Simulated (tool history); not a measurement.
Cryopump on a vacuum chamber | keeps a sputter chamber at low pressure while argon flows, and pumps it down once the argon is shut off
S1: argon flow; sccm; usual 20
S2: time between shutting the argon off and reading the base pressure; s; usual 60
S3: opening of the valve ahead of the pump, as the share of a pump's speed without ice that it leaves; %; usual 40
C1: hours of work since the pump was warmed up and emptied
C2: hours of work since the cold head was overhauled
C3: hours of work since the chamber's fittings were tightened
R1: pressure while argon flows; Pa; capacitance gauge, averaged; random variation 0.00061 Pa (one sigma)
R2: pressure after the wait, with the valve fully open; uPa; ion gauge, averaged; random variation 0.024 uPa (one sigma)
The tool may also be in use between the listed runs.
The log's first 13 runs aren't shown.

run   hour  S1   S2  S3   C1    C2   C3      R1    R2
 14  329.2  17  116  40   43   953  199  0.0762  0.72
 15  358.8  17  116  40   62   971  217  0.0766  0.78
 16  380.7  17  116  40   75   984  231  0.0771  0.80
 17  398.0  20  271  40   86   995  241  0.0904  0.63
 18  414.4  20  271  40   96  1005  252  0.0918  0.63
 19  436.4  20   60  18  110  1019  265  0.1990  1.12
 20  459.8  20  106  33  124  1034  280  0.1110  0.90
 21  479.6  20  106  33  137  1046  292  0.1108  0.92
 22  497.5  15  278  15  148  1057  303  0.1817  0.64
 23  511.0  15  278  15  156  1065  311  0.1800  0.69
 24  535.4  15  278  15  171  1081  327  0.1817  0.67
 25  558.2  15   60  23  185  1095  341  0.1195  1.21
 26  585.4  15   60  23  202  1112  358  0.1196  1.17
 27  614.7  15   60  23  220  1130  376  0.1204  1.23
 28  646.1  15   60  23  240  1149  395  0.1206  1.30
 29  673.8  15   60  23  257  1167  413  0.1209  1.25
 30  690.1  15   32  19  267  1177  423  0.1448  1.84
 31  718.4  30   55  19  285  1194  440  0.2928  1.34
 32  749.0   9   37  30  304  1213  459  0.0567  1.68
 33  773.6  11   39  44  319  1228  475  0.0488  1.65

Forecast each of these 4 alternatives for the next run:
  A  802.6  12  39  24  337  1246  493   ?   ?
  B  802.6  13  39  49  337  1246  493   ?   ?
  C  802.6  20  60  57  337  1246  493   ?   ?
  D  802.6  39  99  40  337  1246  493   ?   ?

run      R1    R2
  A  0.0937  1.69
  B  0.0519  1.68
  C  0.0709  1.32
  D  0.1886  1.05
Without the tool's hidden state the same runs would have given:
run      R1    R2
  A  0.0889  1.28
  B  0.0467  1.29
  C  0.0630  0.92
  D  0.1731  0.65
